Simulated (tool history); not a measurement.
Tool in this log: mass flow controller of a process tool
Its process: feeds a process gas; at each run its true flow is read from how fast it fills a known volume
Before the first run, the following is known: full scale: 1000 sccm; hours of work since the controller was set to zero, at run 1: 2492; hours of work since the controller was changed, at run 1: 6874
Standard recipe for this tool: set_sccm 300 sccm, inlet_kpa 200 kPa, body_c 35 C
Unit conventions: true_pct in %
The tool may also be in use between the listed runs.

run,hour,set_sccm,inlet_kpa,body_c,hours of work since the controller was set to zero,hours of work since the controller was changed,true_pct
1,0,300,200,35,2492,6874,98.5
2,195.2,300,200,35,2633,7015,98.56
3,463.2,300,200,35,2827,7209,98.34
4,706.2,198,200,35,3003,7385,98.06
5,882.1,198,200,35,3131,7513,97.89
6,1145,300,200,25,3321,7703,98.56
7,1437.3,300,200,34,3533,7915,97.83
8,1846.3,300,200,34,3829,8211,97.55
9,2229.7,300,200,34,4107,8489,97.35
# hour 2332.9: controller's zero set anew
10,2502.3,300,200,34,123,8686,97.26
11,2758.4,300,200,34,308,8871,97.11
12,3065.3,300,200,25,530,9094,97.52
13,3438.6,300,200,25,801,9364,97.23
14,3790.8,300,200,25,1056,9619,96.97
15,4194.5,300,200,25,1348,9911,96.67
# hour 4448.2: gauge calibrated
16,4573.6,300,200,25,1623,10186,99.17
17,4892,300,200,25,1853,10417,99.09
18,5293.4,300,200,35,2144,10707,97.99
19,5601.5,300,200,35,2367,10930,97.89
20,5944.5,300,200,35,2616,11179,97.73
21,6161,300,200,35,2772,11336,97.62
22,6343.3,300,200,35,2904,11468,97.55
23,6524.6,300,200,35,3036,11599,97.3
24,6799.6,300,200,21,3235,11798,98.04
25,7055.6,474,180,33,3420,11983,97.5
26,7341.4,120,199,33,3627,12190,96.71
27,7599.7,120,199,33,3814,12378,96.73
28,7969.8,441,155,33,4082,12646,96.93
# hour 8114.6: controller's zero set anew
29,8172.3,384,240,22,42,12792,97.11
30,8368.4,384,240,22,184,12934,96.85
31,8705.4,300,259,21,428,13178,96.71
32,9028.8,300,259,21,662,13412,96.28
33,9290.2,300,259,21,851,13601,96.22
# hour 9403.4: gauge calibrated
34,9473.4,953,143,21,984,13734,100.5
35,9642.9,859,167,21,1107,13857,100.16
36,9879.9,859,167,21,1279,14029,100.06
37,10046.3,859,158,21,1399,14149,99.99
38,10366.6,193,200,24,1631,14381,98.63
39,10532.7,135,222,20,1751,14501,98.67
40,10845.1,135,222,20,1978,14728,98.47
41,11138.1,135,166,22,2190,14940,98.34
# hour 11385.1: controller exchanged for a calibrated one
42,11539.6,135,166,22,112,112,98.26
43,11871.3,661,159,28,352,352,98.17
44,12242.9,301,195,26,621,621,97.32
45,12422.7,378,214,24,751,751,97.44
46,12807,300,200,30,1030,1030,96.85
47,13073.5,300,200,30,1223,1223,96.73
48,13413.2,170,200,23,1469,1469,96.81

4 options for the next run, each taken on its own from the tool as it stands now. Forecast them:
A,13613.3,734,192,35,1614,1614,?
B,13613.3,170,265,30,1614,1614,?
C,13613.3,598,200,34,1614,1614,?
D,13613.3,752,141,26,1614,1614,?

run,true_pct
A,96.56
B,95.87
C,96.35
D,97.36
With no hidden state in the tool, these same runs would have given:
run,true_pct
A,99.15
B,98.44
C,98.93
D,99.97

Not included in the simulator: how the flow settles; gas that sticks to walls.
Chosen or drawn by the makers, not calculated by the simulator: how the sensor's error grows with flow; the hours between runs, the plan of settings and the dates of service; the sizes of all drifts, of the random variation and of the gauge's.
